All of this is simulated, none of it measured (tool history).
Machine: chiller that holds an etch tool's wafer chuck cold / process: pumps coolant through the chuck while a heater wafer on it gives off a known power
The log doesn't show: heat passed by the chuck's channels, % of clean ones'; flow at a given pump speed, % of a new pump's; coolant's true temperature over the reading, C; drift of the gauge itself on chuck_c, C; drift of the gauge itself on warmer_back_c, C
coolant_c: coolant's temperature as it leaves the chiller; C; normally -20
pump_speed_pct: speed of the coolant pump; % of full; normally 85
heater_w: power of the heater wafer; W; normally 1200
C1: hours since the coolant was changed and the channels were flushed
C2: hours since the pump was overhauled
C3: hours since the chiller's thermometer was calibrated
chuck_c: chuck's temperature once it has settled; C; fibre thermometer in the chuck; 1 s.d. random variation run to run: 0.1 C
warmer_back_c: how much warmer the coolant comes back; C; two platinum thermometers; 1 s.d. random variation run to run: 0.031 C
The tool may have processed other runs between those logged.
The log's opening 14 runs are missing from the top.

Run 15, hour 843.6: usual settings but heater_w 906 W; C1 3860; C2 107; C3 1987. Result: chuck_c -14.0 C, warmer_back_c 1.87 C.
Run 16, hour 909.8: usual settings; C1 3926; C2 173; C3 2053. Result: chuck_c -12.0 C, warmer_back_c 2.48 C.
Run 17, hour 961.6: usual settings; C1 3978; C2 225; C3 2105. Result: chuck_c -11.9 C, warmer_back_c 2.53 C.
Run 18, hour 999.0: usual settings but pump_speed_pct 92 % of full; C1 4015; C2 262; C3 2142. Result: chuck_c -12.5 C, warmer_back_c 2.30 C.
Run 19, hour 1039.5: usual settings but pump_speed_pct 92 % of full; C1 4056; C2 303; C3 2183. Result: chuck_c -12.5 C, warmer_back_c 2.31 C.
Run 20, hour 1111.3: usual settings but pump_speed_pct 92 % of full; C1 4128; C2 375; C3 2254. Result: chuck_c -12.3 C, warmer_back_c 2.31 C.
Run 21, hour 1179.2: usual settings but coolant_c -18 C, pump_speed_pct 92 % of full; C1 4196; C2 443; C3 2322. Result: chuck_c -10.2 C, warmer_back_c 2.37 C.
Run 22, hour 1241.4: usual settings but coolant_c -29 C, pump_speed_pct 81 % of full, heater_w 1103 W; C1 4258; C2 505; C3 2385. Result: chuck_c -21.1 C, warmer_back_c 2.40 C.
Run 23, hour 1276.0: usual settings but coolant_c -22 C, pump_speed_pct 81 % of full, heater_w 1068 W; C1 4292; C2 539; C3 2419. Result: chuck_c -14.4 C, warmer_back_c 2.33 C.
At hour 1286.3: chiller's thermometer calibrated.
Run 24, hour 1337.4: usual settings but heater_w 1318 W; C1 4353; C2 600; C3 51. Result: chuck_c -11.1 C, warmer_back_c 2.76 C.
Run 25, hour 1401.9: usual settings but coolant_c -29 C, pump_speed_pct 81 % of full, heater_w 687 W; C1 4417; C2 664; C3 116. Result: chuck_c -24.2 C, warmer_back_c 1.48 C.
Run 26, hour 1451.6: usual settings but coolant_c -29 C, heater_w 611 W; C1 4467; C2 714; C3 165. Result: chuck_c -24.8 C, warmer_back_c 1.33 C.
Run 27, hour 1496.0: usual settings but coolant_c -11 C, heater_w 1636 W; C1 4511; C2 758; C3 210. Result: chuck_c 0.0 C, warmer_back_c 3.43 C.
Run 28, hour 1556.1: usual settings but coolant_c -11 C, heater_w 1636 W; C1 4572; C2 818; C3 270. Result: chuck_c 0.1 C, warmer_back_c 3.44 C.
Run 29, hour 1622.7: usual settings but coolant_c -11 C, heater_w 1636 W; C1 4638; C2 885; C3 336. Result: chuck_c 0.0 C, warmer_back_c 3.43 C.
Run 30, hour 1675.4: usual settings but coolant_c -11 C, heater_w 1782 W; C1 4691; C2 938; C3 389. Result: chuck_c 1.0 C, warmer_back_c 3.82 C.
Run 31, hour 1739.3: usual settings but coolant_c -22 C, pump_speed_pct 87 % of full, heater_w 1504 W; C1 4755; C2 1002; C3 453. Result: chuck_c -12.1 C, warmer_back_c 3.10 C.

Alternative continuations, all from the tool just after run 31; predict every row:
Run A, hour 1789.8: usual settings but coolant_c -22 C, pump_speed_pct 87 % of full, heater_w 743 W; C1 4805; C2 1052; C3 503. Result: chuck_c ?, warmer_back_c ?.
Run B, hour 1789.8: usual settings but coolant_c -22 C, pump_speed_pct 92 % of full, heater_w 1504 W; C1 4805; C2 1052; C3 503. Result: chuck_c ?, warmer_back_c ?.
Run C, hour 1789.8: usual settings but coolant_c -14 C; C1 4805; C2 1052; C3 503. Result: chuck_c ?, warmer_back_c ?.
Run D, hour 1789.8: usual settings but coolant_c -12 C, heater_w 1136 W; C1 4805; C2 1052; C3 503. Result: chuck_c ?, warmer_back_c ?.

run  chuck_c  warmer_back_c
  A    -17.0           1.54
  B    -12.1           2.97
  C     -5.8           2.48
  D     -4.2           2.36
With no hidden state in the tool, these same runs would have given:
run  chuck_c  warmer_back_c
  A    -17.8           1.52
  B    -13.5           2.94
  C     -7.0           2.45
  D     -5.3           2.33

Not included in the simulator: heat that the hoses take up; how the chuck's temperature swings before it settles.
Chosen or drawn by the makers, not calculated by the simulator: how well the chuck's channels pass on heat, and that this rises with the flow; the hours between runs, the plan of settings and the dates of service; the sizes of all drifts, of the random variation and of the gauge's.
